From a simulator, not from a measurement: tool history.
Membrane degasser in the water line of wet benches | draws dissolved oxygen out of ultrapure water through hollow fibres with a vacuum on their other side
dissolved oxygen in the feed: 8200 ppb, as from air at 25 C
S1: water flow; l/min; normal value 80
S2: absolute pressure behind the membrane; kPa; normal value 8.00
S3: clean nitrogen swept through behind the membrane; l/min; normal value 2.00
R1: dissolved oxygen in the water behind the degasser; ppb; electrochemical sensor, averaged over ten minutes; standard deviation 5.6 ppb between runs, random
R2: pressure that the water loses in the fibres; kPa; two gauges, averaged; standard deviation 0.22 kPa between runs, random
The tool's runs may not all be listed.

| run | day | S1 | S2 | S3 | R1 | R2 |
|---|---|---|---|---|---|---|
| 1 | 0.000 | 80 | 8.00 | 2.00 | 578.6 | 56.31 |
| 2 | 2.817 | 80 | 8.00 | 2.00 | 579.0 | 56.39 |
| 3 | 6.533 | 80 | 8.00 | 2.00 | 584.2 | 56.45 |
| 4 | 8.504 | 80 | 5.21 | 2.00 | 374.3 | 56.20 |
| 5 | 11.508 | 80 | 5.21 | 2.00 | 379.5 | 56.62 |
| 6 | 14.358 | 80 | 5.21 | 2.00 | 385.9 | 56.52 |
|  | 17.408 | vacuum gauge calibrated |
| 7 | 18.708 | 80 | 5.21 | 2.00 | 369.7 | 56.62 |
| 8 | 23.208 | 80 | 5.21 | 2.00 | 371.6 | 56.56 |
| 9 | 26.883 | 80 | 5.21 | 2.00 | 368.1 | 56.19 |
| 10 | 29.558 | 80 | 5.21 | 2.00 | 368.6 | 56.15 |
| 11 | 31.475 | 50 | 8.00 | 2.00 | 331.9 | 35.33 |
| 12 | 35.150 | 50 | 8.00 | 2.00 | 338.8 | 35.35 |
| 13 | 39.238 | 80 | 15.07 | 2.00 | 1054.3 | 56.30 |
| 14 | 43.071 | 80 | 8.00 | 2.00 | 573.6 | 56.74 |
| 15 | 45.654 | 80 | 8.00 | 2.00 | 566.1 | 56.76 |
| 16 | 49.721 | 80 | 8.00 | 2.00 | 576.8 | 56.90 |
| 17 | 52.533 | 80 | 8.00 | 2.00 | 582.0 | 56.66 |
| 18 | 55.808 | 89 | 17.10 | 4.41 | 818.5 | 63.00 |
| 19 | 58.054 | 68 | 11.50 | 3.19 | 524.1 | 48.11 |
| 20 | 62.462 | 74 | 8.75 | 2.00 | 574.5 | 52.44 |
| 21 | 66.629 | 80 | 8.00 | 2.98 | 476.4 | 56.90 |
| 22 | 69.617 | 80 | 8.00 | 2.98 | 478.2 | 56.66 |
| 23 | 74.208 | 57 | 8.00 | 1.91 | 400.1 | 40.55 |
| 24 | 76.800 | 57 | 8.00 | 1.91 | 401.8 | 40.69 |
| 25 | 79.075 | 57 | 8.00 | 1.91 | 409.1 | 40.40 |
|  | 81.408 | seals of the vacuum lines changed |
| 26 | 83.208 | 106 | 8.00 | 1.91 | 797.4 | 75.87 |
| 27 | 85.688 | 106 | 8.00 | 1.91 | 799.4 | 75.72 |
| 28 | 88.750 | 106 | 8.00 | 5.07 | 552.3 | 75.40 |
| 29 | 90.979 | 106 | 8.00 | 5.07 | 549.8 | 74.83 |
| 30 | 94.312 | 125 | 6.03 | 1.53 | 798.5 | 88.75 |
| 31 | 97.604 | 80 | 7.30 | 2.00 | 533.7 | 56.72 |
| 32 | 100.429 | 80 | 7.30 | 2.00 | 527.2 | 57.30 |

Predict each of these 4 candidate next runs independently; none follows another, all start after run 32:
| A | 104.100 | 80 | 5.21 | 4.15 | ? | ? |
| B | 104.100 | 80 | 8.00 | 4.37 | ? | ? |
| C | 104.100 | 80 | 7.30 | 0.82 | ? | ? |
| D | 104.100 | 69 | 6.04 | 1.03 | ? | ? |

| run | R1 | R2 |
|---|---|---|
| A | 308.2 | 56.82 |
| B | 411.4 | 56.88 |
| C | 791.0 | 57.17 |
| D | 487.8 | 49.06 |
What these runs would have given with no unlogged condition in the tool:
| run | R1 | R2 |
|---|---|---|
| A | 285.5 | 55.36 |
| B | 389.3 | 55.42 |
| C | 763.9 | 55.71 |
| D | 464.9 | 47.80 |
